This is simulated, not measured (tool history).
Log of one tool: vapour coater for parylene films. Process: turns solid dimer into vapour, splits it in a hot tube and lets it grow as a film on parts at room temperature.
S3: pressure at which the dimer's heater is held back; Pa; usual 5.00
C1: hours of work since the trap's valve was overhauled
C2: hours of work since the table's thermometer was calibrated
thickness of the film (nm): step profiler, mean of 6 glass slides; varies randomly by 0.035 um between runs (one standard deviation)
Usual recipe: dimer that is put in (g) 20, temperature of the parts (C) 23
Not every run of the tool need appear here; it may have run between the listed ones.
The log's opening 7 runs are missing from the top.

{"run": 8, "hour": 348.0, "dimer that is put in (g)": 20, "temperature of the parts (C)": 30, "S3": 5.0, "C1": 422, "C2": 108, "thickness of the film (nm)": 3350}
{"run": 9, "hour": 409.3, "dimer that is put in (g)": 20, "temperature of the parts (C)": 30, "S3": 5.0, "C1": 471, "C2": 158, "thickness of the film (nm)": 3210}
{"run": 10, "hour": 456.8, "dimer that is put in (g)": 16, "temperature of the parts (C)": 30, "S3": 5.0, "C1": 509, "C2": 196, "thickness of the film (nm)": 2640}
{"run": 11, "hour": 532.9, "dimer that is put in (g)": 20, "temperature of the parts (C)": 23, "S3": 5.0, "C1": 570, "C2": 257, "thickness of the film (nm)": 4190}
{"run": 12, "hour": 564.6, "dimer that is put in (g)": 20, "temperature of the parts (C)": 23, "S3": 2.11, "C1": 596, "C2": 283, "thickness of the film (nm)": 4610}
{"run": 13, "hour": 610.9, "dimer that is put in (g)": 20, "temperature of the parts (C)": 23, "S3": 2.48, "C1": 633, "C2": 320, "thickness of the film (nm)": 4430}
{"run": 14, "hour": 643.1, "dimer that is put in (g)": 20, "temperature of the parts (C)": 23, "S3": 2.48, "C1": 659, "C2": 346, "thickness of the film (nm)": 4430}
{"hour": 653.3, "done": "trap's valve overhauled"}
{"run": 15, "hour": 710.3, "dimer that is put in (g)": 20, "temperature of the parts (C)": 23, "S3": 2.48, "C1": 46, "C2": 397, "thickness of the film (nm)": 3900}
{"run": 16, "hour": 784.2, "dimer that is put in (g)": 20, "temperature of the parts (C)": 23, "S3": 2.48, "C1": 105, "C2": 456, "thickness of the film (nm)": 3870}
{"run": 17, "hour": 826.7, "dimer that is put in (g)": 20, "temperature of the parts (C)": 23, "S3": 2.48, "C1": 139, "C2": 490, "thickness of the film (nm)": 3850}
{"run": 18, "hour": 868.2, "dimer that is put in (g)": 20, "temperature of the parts (C)": 23, "S3": 2.48, "C1": 173, "C2": 523, "thickness of the film (nm)": 3750}
{"run": 19, "hour": 921.3, "dimer that is put in (g)": 20, "temperature of the parts (C)": 23, "S3": 2.48, "C1": 215, "C2": 566, "thickness of the film (nm)": 3740}
{"hour": 980.6, "done": "trap's valve overhauled, once more"}
{"run": 20, "hour": 988.4, "dimer that is put in (g)": 20, "temperature of the parts (C)": 23, "S3": 2.48, "C1": 6, "C2": 617, "thickness of the film (nm)": 4960}
{"run": 21, "hour": 1061.3, "dimer that is put in (g)": 9, "temperature of the parts (C)": 20, "S3": 11.23, "C1": 65, "C2": 676, "thickness of the film (nm)": 2080}
{"run": 22, "hour": 1125.4, "dimer that is put in (g)": 20, "temperature of the parts (C)": 19, "S3": 5.0, "C1": 116, "C2": 727, "thickness of the film (nm)": 5100}
{"run": 23, "hour": 1180.7, "dimer that is put in (g)": 9, "temperature of the parts (C)": 32, "S3": 5.0, "C1": 161, "C2": 772, "thickness of the film (nm)": 1410}
{"hour": 1250.9, "done": "table's thermometer calibrated"}
{"run": 24, "hour": 1252.6, "dimer that is put in (g)": 20, "temperature of the parts (C)": 33, "S3": 10.73, "C1": 218, "C2": 1, "thickness of the film (nm)": 2870}
{"run": 25, "hour": 1287.7, "dimer that is put in (g)": 20, "temperature of the parts (C)": 33, "S3": 10.73, "C1": 246, "C2": 30, "thickness of the film (nm)": 2810}
{"run": 26, "hour": 1324.0, "dimer that is put in (g)": 20, "temperature of the parts (C)": 33, "S3": 10.73, "C1": 275, "C2": 59, "thickness of the film (nm)": 2800}
{"run": 27, "hour": 1386.0, "dimer that is put in (g)": 14, "temperature of the parts (C)": 28, "S3": 8.34, "C1": 325, "C2": 109, "thickness of the film (nm)": 2390}
{"run": 28, "hour": 1434.6, "dimer that is put in (g)": 28, "temperature of the parts (C)": 29, "S3": 6.37, "C1": 364, "C2": 148, "thickness of the film (nm)": 4710}
{"run": 29, "hour": 1508.5, "dimer that is put in (g)": 21, "temperature of the parts (C)": 24, "S3": 6.37, "C1": 424, "C2": 207, "thickness of the film (nm)": 4180}
{"run": 30, "hour": 1583.1, "dimer that is put in (g)": 28, "temperature of the parts (C)": 23, "S3": 5.0, "C1": 484, "C2": 267, "thickness of the film (nm)": 5810}
{"run": 31, "hour": 1632.3, "dimer that is put in (g)": 16, "temperature of the parts (C)": 28, "S3": 3.73, "C1": 523, "C2": 307, "thickness of the film (nm)": 2840}

3 options for the next run, each taken on its own from the tool as it stands now. Forecast them:
{"run": "A", "hour": 1695.9, "dimer that is put in (g)": 20, "temperature of the parts (C)": 17, "S3": 5.0, "C1": 574, "C2": 358, "thickness of the film (nm)": "?"}
{"run": "B", "hour": 1695.9, "dimer that is put in (g)": 24, "temperature of the parts (C)": 17, "S3": 6.28, "C1": 574, "C2": 358, "thickness of the film (nm)": "?"}
{"run": "C", "hour": 1695.9, "dimer that is put in (g)": 17, "temperature of the parts (C)": 15, "S3": 4.59, "C1": 574, "C2": 358, "thickness of the film (nm)": "?"}

run=A thickness_of_the_film_(nm)=5120
run=B thickness_of_the_film_(nm)=5930
run=C thickness_of_the_film_(nm)=4490
With the hidden condition removed and each run's random variation left untouched, the same runs would have given:
run=A thickness_of_the_film_(nm)=5890
run=B thickness_of_the_film_(nm)=6820
run=C thickness_of_the_film_(nm)=5080
